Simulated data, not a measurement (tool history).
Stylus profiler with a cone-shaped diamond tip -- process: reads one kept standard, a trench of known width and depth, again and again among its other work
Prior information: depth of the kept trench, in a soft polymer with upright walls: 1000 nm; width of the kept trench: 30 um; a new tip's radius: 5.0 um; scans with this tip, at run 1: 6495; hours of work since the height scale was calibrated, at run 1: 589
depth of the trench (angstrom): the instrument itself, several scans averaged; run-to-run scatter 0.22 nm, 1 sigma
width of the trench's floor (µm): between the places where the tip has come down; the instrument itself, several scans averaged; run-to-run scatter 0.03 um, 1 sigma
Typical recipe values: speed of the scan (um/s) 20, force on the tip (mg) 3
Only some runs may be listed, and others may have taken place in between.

| run | hour | speed of the scan (um/s) | force on the tip (mg) | scans with this tip | hours of work since the height scale was calibrated | depth of the trench (angstrom) | width of the trench's floor (µm) |
|---|---|---|---|---|---|---|---|
| 1 | 0 | 20 | 3 | 6495 | 589 | 10071.1 | 21.91 |
| 2 | 40.3 | 20 | 3 | 6812 | 617 | 10074.5 | 21.84 |
| 3 | 79.2 | 20 | 3 | 7118 | 645 | 10070.1 | 21.77 |
| 4 | 103.6 | 20 | 2.5 | 7310 | 662 | 10058.4 | 21.71 |
| 5 | 139.3 | 20 | 2.5 | 7591 | 688 | 10062.3 | 21.66 |
| 6 | 180 | 20 | 3 | 7911 | 717 | 10068.7 | 21.53 |
| 7 | 217.1 | 20 | 3 | 8203 | 743 | 10065 | 21.52 |
| 8 | 241.8 | 20 | 5.11 | 8398 | 761 | 10102.5 | 21.49 |
| 9 | 278.8 | 20 | 5.11 | 8689 | 787 | 10103.2 | 21.47 |

Run 10 has not been measured yet. What should we expect?
| 10 | 321.3 | 28 | 4.01 | 9023 | 818 | ? | ? |

{"run 10": {"depth of the trench (angstrom)": 10084.5, "width of the trench's floor (µm)": 21.28}}
Had the tool carried no hidden state, the very same run would have given depth of the trench (angstrom) 10106.3, width of the trench's floor (µm) 23.9.
